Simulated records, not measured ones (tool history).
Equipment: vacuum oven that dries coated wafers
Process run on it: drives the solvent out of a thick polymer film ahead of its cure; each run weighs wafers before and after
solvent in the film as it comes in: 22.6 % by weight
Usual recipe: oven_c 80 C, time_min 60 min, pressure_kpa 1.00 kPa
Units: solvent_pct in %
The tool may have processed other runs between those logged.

Run 1, hour 0.0: usual settings. Result: solvent_pct 3.09 %.
Run 2, hour 67.4: usual settings but pressure_kpa 2.62 kPa. Result: solvent_pct 4.13 %.
Run 3, hour 134.6: usual settings but pressure_kpa 2.62 kPa. Result: solvent_pct 4.14 %.
Run 4, hour 195.8: usual settings but pressure_kpa 2.62 kPa. Result: solvent_pct 4.12 %.
Run 5, hour 245.6: usual settings but pressure_kpa 2.62 kPa. Result: solvent_pct 4.08 %.
Run 6, hour 297.6: usual settings but pressure_kpa 2.62 kPa. Result: solvent_pct 4.09 %.
Run 7, hour 344.7: usual settings but pressure_kpa 2.62 kPa. Result: solvent_pct 4.05 %.
Run 8, hour 404.1: usual settings but oven_c 67 C, time_min 65 min. Result: solvent_pct 8.30 %.
Run 9, hour 440.6: usual settings but oven_c 67 C, time_min 65 min. Result: solvent_pct 8.37 %.
Run 10, hour 476.7: usual settings but oven_c 74 C, time_min 101 min. Result: solvent_pct 2.77 %.
Run 11, hour 530.0: usual settings but oven_c 74 C, time_min 101 min. Result: solvent_pct 2.78 %.
Run 12, hour 577.3: usual settings but oven_c 74 C, time_min 101 min. Result: solvent_pct 2.74 %.

Predict each of these 5 candidate next runs independently; none follows another, all start after run 12:
Run A, hour 649.9: usual settings but oven_c 74 C, time_min 35 min, pressure_kpa 2.86 kPa. Result: solvent_pct ?.
Run B, hour 649.9: usual settings but oven_c 74 C, time_min 101 min, pressure_kpa 0.93 kPa. Result: solvent_pct ?.
Run C, hour 649.9: usual settings but oven_c 95 C, pressure_kpa 0.98 kPa. Result: solvent_pct ?.
Run D, hour 649.9: usual settings but oven_c 90 C, time_min 37 min, pressure_kpa 1.29 kPa. Result: solvent_pct ?.
Run E, hour 649.9: usual settings but oven_c 74 C, time_min 67 min. Result: solvent_pct ?.

run  solvent_pct
  A         9.83
  B         2.71
  C         0.56
  D         2.12
  E         4.70
With no hidden state in the tool, these same runs would have given:
run  solvent_pct
  A        10.21
  B         2.81
  C         0.47
  D         2.28
  E         4.97

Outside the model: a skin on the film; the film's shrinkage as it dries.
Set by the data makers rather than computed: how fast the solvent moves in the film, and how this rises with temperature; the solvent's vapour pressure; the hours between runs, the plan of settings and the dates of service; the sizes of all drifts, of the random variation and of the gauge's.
